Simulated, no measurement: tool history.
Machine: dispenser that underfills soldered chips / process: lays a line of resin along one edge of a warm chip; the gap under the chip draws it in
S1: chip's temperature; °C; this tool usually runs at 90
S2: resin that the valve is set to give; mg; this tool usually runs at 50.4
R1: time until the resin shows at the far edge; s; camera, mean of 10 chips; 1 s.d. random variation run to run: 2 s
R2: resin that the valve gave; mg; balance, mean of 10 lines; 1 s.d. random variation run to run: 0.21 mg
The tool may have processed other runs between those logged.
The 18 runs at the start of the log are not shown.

run	hour	S1	S2	R1	R2
19	84.0	96	65.5	166.1	62.99
20	87.4	96	65.5	190.2	62.76
# hour 93.5: new syringe of resin
21	94.1	82	48.8	296.0	46.29
22	97.2	103	50.4	132.7	48.36
23	101.1	103	50.4	151.0	47.87
24	106.7	90	48.3	318.7	45.64
# hour 107.5: new syringe of resin
25	110.0	90	48.3	228.3	45.89
26	115.7	90	48.3	276.2	45.74
27	120.6	90	48.3	327.0	45.78
# hour 121.2: new syringe of resin
28	123.6	102	48.3	133.4	45.50
29	129.8	89	61.1	274.4	57.60
# hour 132.0: dispensing valve cleaned and set on the balance
# hour 136.0: new syringe of resin
30	136.8	83	63.6	279.5	63.74
31	142.5	83	52.9	342.7	52.83
32	146.4	99	48.1	197.1	47.80
# hour 149.8: new syringe of resin
33	153.3	104	50.4	124.1	50.09
34	156.9	104	50.4	138.0	50.08
# hour 163.4: new syringe of resin
35	163.5	104	48.5	111.7	47.93

Predict each of these 5 candidate next runs independently; none follows another, all start after run 35:
A	168.2	87	48.5	?	?
B	168.2	104	56.5	?	?
C	168.2	90	53.3	?	?
D	168.2	104	57.2	?	?
E	168.2	83	54.0	?	?

run	R1	R2
A	278.1	47.64
B	129.2	55.87
C	238.9	52.51
D	129.0	56.65
E	329.3	53.21
Without the tool's hidden state the same runs would have given:
run	R1	R2
A	228.4	48.27
B	106.4	56.62
C	196.5	53.21
D	106.3	57.40
E	270.5	53.92

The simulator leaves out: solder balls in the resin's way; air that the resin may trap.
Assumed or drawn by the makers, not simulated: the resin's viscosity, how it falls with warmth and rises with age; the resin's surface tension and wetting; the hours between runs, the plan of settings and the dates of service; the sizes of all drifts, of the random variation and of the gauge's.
